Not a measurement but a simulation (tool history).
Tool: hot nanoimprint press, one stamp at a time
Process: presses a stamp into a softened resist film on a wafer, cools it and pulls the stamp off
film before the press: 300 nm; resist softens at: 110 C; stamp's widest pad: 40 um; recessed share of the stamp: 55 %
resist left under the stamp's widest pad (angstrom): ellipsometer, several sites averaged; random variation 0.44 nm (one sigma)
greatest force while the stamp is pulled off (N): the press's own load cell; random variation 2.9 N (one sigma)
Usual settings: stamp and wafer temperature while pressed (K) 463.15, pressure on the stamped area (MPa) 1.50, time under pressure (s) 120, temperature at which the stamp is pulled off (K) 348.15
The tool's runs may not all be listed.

run	day	stamp and wafer temperature while pressed (K)	pressure on the stamped area (MPa)	time under pressure (s)	temperature at which the stamp is pulled off (K)	resist left under the stamp's widest pad (angstrom)	greatest force while the stamp is pulled off (N)
1	0.000	463.15	1.50	120	348.15	1456	220
# day 0.321: stamp cleaned and given a new release coat
2	1.121	451.15	1.50	120	348.15	2178	192
3	1.571	451.15	1.50	120	348.15	2177	194
4	2.496	463.15	1.50	120	348.15	1463	195
5	3.479	463.15	1.50	120	348.15	1463	200
6	4.462	465.15	1.50	120	348.15	1356	200
7	5.508	453.15	1.50	120	348.15	2043	202
8	6.300	453.15	1.50	120	348.15	2041	202
9	7.221	453.15	1.50	120	348.15	2035	215
10	7.917	453.15	1.50	120	348.15	2030	212
11	8.962	453.15	1.50	120	348.15	2042	214
12	9.662	463.15	1.50	120	348.15	1462	215
13	10.112	463.15	1.50	120	348.15	1442	214
# day 11.333: stamp cleaned and given a new release coat
14	11.362	463.15	1.50	120	348.15	1448	192
# day 11.583: plate thermocouple calibrated
15	12.225	453.15	1.19	120	348.15	2165	193
16	12.688	459.15	1.34	120	348.15	1746	183
17	13.146	453.15	1.34	120	348.15	2096	192
18	14.154	472.15	1.26	184	343.15	959	215
19	15.071	463.15	1.50	185	351.15	1220	183

Forecast run 20:
# day 15.925: plate thermocouple calibrated, once more
20	15.988	466.15	1.11	199	341.15	?	?

resist left under the stamp's widest pad (angstrom): 1278
greatest force while the stamp is pulled off (N): 233
Without the tool's hidden state the same run would have given resist left under the stamp's widest pad (angstrom) 1267, greatest force while the stamp is pulled off (N) 220.
